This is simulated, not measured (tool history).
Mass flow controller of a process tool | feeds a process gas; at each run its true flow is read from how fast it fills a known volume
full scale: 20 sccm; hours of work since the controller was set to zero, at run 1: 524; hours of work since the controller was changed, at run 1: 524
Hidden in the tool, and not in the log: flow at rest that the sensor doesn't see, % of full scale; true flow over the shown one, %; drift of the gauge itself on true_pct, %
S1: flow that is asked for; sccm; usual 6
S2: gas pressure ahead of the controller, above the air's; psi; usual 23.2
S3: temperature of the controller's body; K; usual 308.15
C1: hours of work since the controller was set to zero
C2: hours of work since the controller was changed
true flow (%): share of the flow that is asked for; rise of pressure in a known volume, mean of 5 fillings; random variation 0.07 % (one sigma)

Run 1, day 0.000: usual settings; C1 524; C2 524. Result: true flow (%) 98.67.
Run 2, day 1.808: usual settings; C1 546; C2 546. Result: true flow (%) 98.78.
Run 3, day 4.275: usual settings; C1 575; C2 575. Result: true flow (%) 98.71.
Run 4, day 7.588: usual settings; C1 614; C2 614. Result: true flow (%) 98.86.
Run 5, day 11.038: usual settings but S3 299.15 K; C1 654; C2 654. Result: true flow (%) 98.90.
Run 6, day 13.600: usual settings but S2 37.4 psi; C1 684; C2 684. Result: true flow (%) 98.07.
Run 7, day 16.621: usual settings but S2 37.4 psi; C1 720; C2 720. Result: true flow (%) 98.05.
Run 8, day 19.108: usual settings but S1 11 sccm, S2 37.4 psi, S3 297.15 K; C1 749; C2 749. Result: true flow (%) 99.03.
Run 9, day 22.125: usual settings but S1 11 sccm, S2 37.4 psi, S3 297.15 K; C1 784; C2 784. Result: true flow (%) 98.93.
Run 10, day 23.704: usual settings but S1 8 sccm, S2 37.4 psi, S3 297.15 K; C1 803; C2 803. Result: true flow (%) 98.67.
Run 11, day 25.488: usual settings but S2 29.7 psi, S3 297.15 K; C1 824; C2 824. Result: true flow (%) 98.66.
Run 12, day 28.254: usual settings but S1 17 sccm, S2 39.7 psi, S3 294.15 K; C1 857; C2 857. Result: true flow (%) 99.41.

Forecast run 13:
Run 13, day 31.300: usual settings but S1 17 sccm, S2 39.7 psi, S3 294.15 K; C1 892; C2 892. Result: true flow (%) ?.

Run 13 gave true flow (%) 99.39.
Without the tool's hidden state the same run would have given true flow (%) 99.53.
